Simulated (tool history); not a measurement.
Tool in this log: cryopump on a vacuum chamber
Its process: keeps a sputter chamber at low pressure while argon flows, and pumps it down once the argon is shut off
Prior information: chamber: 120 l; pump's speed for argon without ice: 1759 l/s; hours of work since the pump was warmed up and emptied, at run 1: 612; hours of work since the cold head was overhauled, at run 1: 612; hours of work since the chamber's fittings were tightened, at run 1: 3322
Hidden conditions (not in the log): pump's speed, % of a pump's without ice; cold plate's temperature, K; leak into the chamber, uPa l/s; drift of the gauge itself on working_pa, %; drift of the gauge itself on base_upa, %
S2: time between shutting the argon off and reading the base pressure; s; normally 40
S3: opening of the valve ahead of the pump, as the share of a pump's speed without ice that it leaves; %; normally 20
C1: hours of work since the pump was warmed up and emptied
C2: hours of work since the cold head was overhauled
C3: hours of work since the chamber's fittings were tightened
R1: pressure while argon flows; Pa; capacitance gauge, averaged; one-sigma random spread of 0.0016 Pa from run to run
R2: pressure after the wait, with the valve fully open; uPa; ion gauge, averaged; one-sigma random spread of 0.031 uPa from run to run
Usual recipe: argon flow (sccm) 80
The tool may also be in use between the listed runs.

Run 1, day 0: usual settings; C1 612; C2 612; C3 3322. Result: R1 0.3951 Pa, R2 1.97 uPa.
Run 2, day 1.742: usual settings; C1 629; C2 629; C3 3339. Result: R1 0.396 Pa, R2 2 uPa.
Run 3, day 3.404: usual settings; C1 645; C2 645; C3 3355. Result: R1 0.3951 Pa, R2 2 uPa.
At day 3.742: leaking fittings of the chamber tightened, without venting.
Run 4, day 5.033: usual settings; C1 660; C2 660; C3 13. Result: R1 0.3977 Pa, R2 1.63 uPa.
Run 5, day 6.025: usual settings but S3 28 %; C1 670; C2 670; C3 22. Result: R1 0.287 Pa, R2 1.61 uPa.
Run 6, day 7.721: usual settings but S3 28 %; C1 686; C2 686; C3 39. Result: R1 0.2877 Pa, R2 1.7 uPa.
Run 7, day 8.929: usual settings but argon flow (sccm) 84, S2 234 s, S3 40 %; C1 698; C2 698; C3 51. Result: R1 0.2157 Pa, R2 0.47 uPa.
At day 10.258: pump warmed up, emptied and cooled again.
Run 8, day 10.5: usual settings but argon flow (sccm) 59, S2 217 s, S3 35 %; C1 2; C2 711; C3 64. Result: R1 0.1641 Pa, R2 0.44 uPa.
Run 9, day 12.708: usual settings but argon flow (sccm) 59, S2 73 s, S3 53 %; C1 24; C2 733; C3 86. Result: R1 0.1076 Pa, R2 0.97 uPa.
Run 10, day 13.688: usual settings but argon flow (sccm) 98, S2 31 s, S3 18 %; C1 34; C2 742; C3 95. Result: R1 0.5215 Pa, R2 2.07 uPa.

Describe how what the log doesn't record of the tool's condition differs between the last listed run preceding each entry between runs and the first listed run following it.
In the gap between runs 3 and 4: leaking fittings of the chamber tightened, without venting (day 3.742)
  pump's speed, % of a pump's without ice: 85.8 -> 85.5; cold plate's temperature, K: 12.3 -> 12.31; leak into the chamber, uPa l/s: 835 -> 314
  measured minus no-state result, R1: +0.0132 -> +0.0136 Pa; R2: +0.38 -> +0.04 uPa
In the gap between runs 7 and 8: pump warmed up, emptied and cooled again (day 10.258)
  pump's speed, % of a pump's without ice: 84.7 -> 99.6; leak into the chamber, uPa l/s: 321 -> 323
  measured minus no-state result, R1: +0.0151 -> +0.0006 Pa; R2: +0.04 -> +0.02 uPa
